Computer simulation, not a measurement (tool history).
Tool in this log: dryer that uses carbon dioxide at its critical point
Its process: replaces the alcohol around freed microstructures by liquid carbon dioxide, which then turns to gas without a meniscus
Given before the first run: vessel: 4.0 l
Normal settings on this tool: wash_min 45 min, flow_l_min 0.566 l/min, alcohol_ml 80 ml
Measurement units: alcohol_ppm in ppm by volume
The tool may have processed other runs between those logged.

{"run": 1, "day": 0.0, "wash_min": 45, "flow_l_min": 0.566, "alcohol_ml": 80, "alcohol_ppm": 121}
{"run": 2, "day": 0.367, "wash_min": 45, "flow_l_min": 0.566, "alcohol_ml": 80, "alcohol_ppm": 116}
{"run": 3, "day": 0.688, "wash_min": 56, "flow_l_min": 0.566, "alcohol_ml": 80, "alcohol_ppm": 46}
{"run": 4, "day": 1.171, "wash_min": 56, "flow_l_min": 0.566, "alcohol_ml": 80, "alcohol_ppm": 41}
{"run": 5, "day": 1.558, "wash_min": 45, "flow_l_min": 0.626, "alcohol_ml": 80, "alcohol_ppm": 70}
{"run": 6, "day": 2.071, "wash_min": 45, "flow_l_min": 0.626, "alcohol_ml": 80, "alcohol_ppm": 63}
{"run": 7, "day": 2.567, "wash_min": 66, "flow_l_min": 0.566, "alcohol_ml": 80, "alcohol_ppm": 24}
{"run": 8, "day": 2.862, "wash_min": 47, "flow_l_min": 0.566, "alcohol_ml": 80, "alcohol_ppm": 103}
{"run": 9, "day": 3.175, "wash_min": 27, "flow_l_min": 0.566, "alcohol_ml": 80, "alcohol_ppm": 856}
{"run": 10, "day": 3.392, "wash_min": 45, "flow_l_min": 0.566, "alcohol_ml": 80, "alcohol_ppm": 124}
{"run": 11, "day": 3.608, "wash_min": 45, "flow_l_min": 0.566, "alcohol_ml": 80, "alcohol_ppm": 118}
{"run": 12, "day": 4.025, "wash_min": 45, "flow_l_min": 0.566, "alcohol_ml": 80, "alcohol_ppm": 131}
{"run": 13, "day": 4.254, "wash_min": 45, "flow_l_min": 0.566, "alcohol_ml": 80, "alcohol_ppm": 137}
{"run": 14, "day": 4.712, "wash_min": 45, "flow_l_min": 0.566, "alcohol_ml": 80, "alcohol_ppm": 132}
{"run": 15, "day": 5.088, "wash_min": 45, "flow_l_min": 0.566, "alcohol_ml": 80, "alcohol_ppm": 117}
{"run": 16, "day": 5.338, "wash_min": 55, "flow_l_min": 0.566, "alcohol_ml": 80, "alcohol_ppm": 55}
{"run": 17, "day": 5.771, "wash_min": 45, "flow_l_min": 0.566, "alcohol_ml": 80, "alcohol_ppm": 123}
{"run": 18, "day": 5.988, "wash_min": 45, "flow_l_min": 0.621, "alcohol_ml": 80, "alcohol_ppm": 88}
{"run": 19, "day": 6.479, "wash_min": 45, "flow_l_min": 0.621, "alcohol_ml": 80, "alcohol_ppm": 90}
{"run": 20, "day": 6.967, "wash_min": 45, "flow_l_min": 0.621, "alcohol_ml": 80, "alcohol_ppm": 94}
{"run": 21, "day": 7.188, "wash_min": 45, "flow_l_min": 0.621, "alcohol_ml": 80, "alcohol_ppm": 93}
{"run": 22, "day": 7.667, "wash_min": 45, "flow_l_min": 0.621, "alcohol_ml": 80, "alcohol_ppm": 87}
{"run": 23, "day": 7.892, "wash_min": 45, "flow_l_min": 0.621, "alcohol_ml": 80, "alcohol_ppm": 102}
{"run": 24, "day": 8.117, "wash_min": 45, "flow_l_min": 0.532, "alcohol_ml": 80, "alcohol_ppm": 188}
{"run": 25, "day": 8.538, "wash_min": 45, "flow_l_min": 0.511, "alcohol_ml": 21, "alcohol_ppm": 81}
{"run": 26, "day": 9.012, "wash_min": 45, "flow_l_min": 0.679, "alcohol_ml": 104, "alcohol_ppm": 74}
{"run": 27, "day": 9.508, "wash_min": 72, "flow_l_min": 0.692, "alcohol_ml": 37, "alcohol_ppm": 25}
{"run": 28, "day": 9.933, "wash_min": 72, "flow_l_min": 0.692, "alcohol_ml": 37, "alcohol_ppm": 30}
{"run": 29, "day": 10.346, "wash_min": 72, "flow_l_min": 0.511, "alcohol_ml": 37, "alcohol_ppm": 53}
{"run": 30, "day": 10.796, "wash_min": 63, "flow_l_min": 0.566, "alcohol_ml": 80, "alcohol_ppm": 53}
{"run": 31, "day": 11.217, "wash_min": 45, "flow_l_min": 0.461, "alcohol_ml": 64, "alcohol_ppm": 289}
{"run": 32, "day": 11.483, "wash_min": 34, "flow_l_min": 0.43, "alcohol_ml": 64, "alcohol_ppm": 926}
{"run": 33, "day": 11.733, "wash_min": 40, "flow_l_min": 0.507, "alcohol_ml": 49, "alcohol_ppm": 253}
{"run": 34, "day": 12.046, "wash_min": 53, "flow_l_min": 0.566, "alcohol_ml": 80, "alcohol_ppm": 84}
{"run": 35, "day": 12.429, "wash_min": 45, "flow_l_min": 0.575, "alcohol_ml": 96, "alcohol_ppm": 172}
{"run": 36, "day": 12.888, "wash_min": 45, "flow_l_min": 0.713, "alcohol_ml": 67, "alcohol_ppm": 60}
{"run": 37, "day": 13.142, "wash_min": 41, "flow_l_min": 0.566, "alcohol_ml": 24, "alcohol_ppm": 102}
{"run": 38, "day": 13.517, "wash_min": 41, "flow_l_min": 0.566, "alcohol_ml": 24, "alcohol_ppm": 95}
{"run": 39, "day": 13.862, "wash_min": 41, "flow_l_min": 0.566, "alcohol_ml": 24, "alcohol_ppm": 96}
{"run": 40, "day": 14.312, "wash_min": 71, "flow_l_min": 0.566, "alcohol_ml": 24, "alcohol_ppm": 50}
{"run": 41, "day": 14.525, "wash_min": 33, "flow_l_min": 0.395, "alcohol_ml": 24, "alcohol_ppm": 513}
{"run": 42, "day": 15.029, "wash_min": 45, "flow_l_min": 0.566, "alcohol_ml": 43, "alcohol_ppm": 108}
{"run": 43, "day": 15.379, "wash_min": 45, "flow_l_min": 0.566, "alcohol_ml": 43, "alcohol_ppm": 121}
{"run": 44, "day": 15.6, "wash_min": 43, "flow_l_min": 0.706, "alcohol_ml": 80, "alcohol_ppm": 85}
{"run": 45, "day": 15.996, "wash_min": 37, "flow_l_min": 0.566, "alcohol_ml": 80, "alcohol_ppm": 380}
{"run": 46, "day": 16.229, "wash_min": 35, "flow_l_min": 0.454, "alcohol_ml": 24, "alcohol_ppm": 306}
{"run": 47, "day": 16.446, "wash_min": 45, "flow_l_min": 0.953, "alcohol_ml": 62, "alcohol_ppm": 43}

4 options for the next run, each taken on its own from the tool as it stands now. Forecast them:
{"run": "A", "day": 16.696, "wash_min": 50, "flow_l_min": 0.369, "alcohol_ml": 22, "alcohol_ppm": "?"}
{"run": "B", "day": 16.696, "wash_min": 34, "flow_l_min": 0.54, "alcohol_ml": 119, "alcohol_ppm": "?"}
{"run": "C", "day": 16.696, "wash_min": 45, "flow_l_min": 0.953, "alcohol_ml": 77, "alcohol_ppm": "?"}
{"run": "D", "day": 16.696, "wash_min": 55, "flow_l_min": 0.8, "alcohol_ml": 85, "alcohol_ppm": "?"}

run=A alcohol_ppm=206
run=B alcohol_ppm=849
run=C alcohol_ppm=39
run=D alcohol_ppm=40
Without the tool's hidden state the same runs would have given:
run=A alcohol_ppm=103
run=B alcohol_ppm=486
run=C alcohol_ppm=0
run=D alcohol_ppm=0
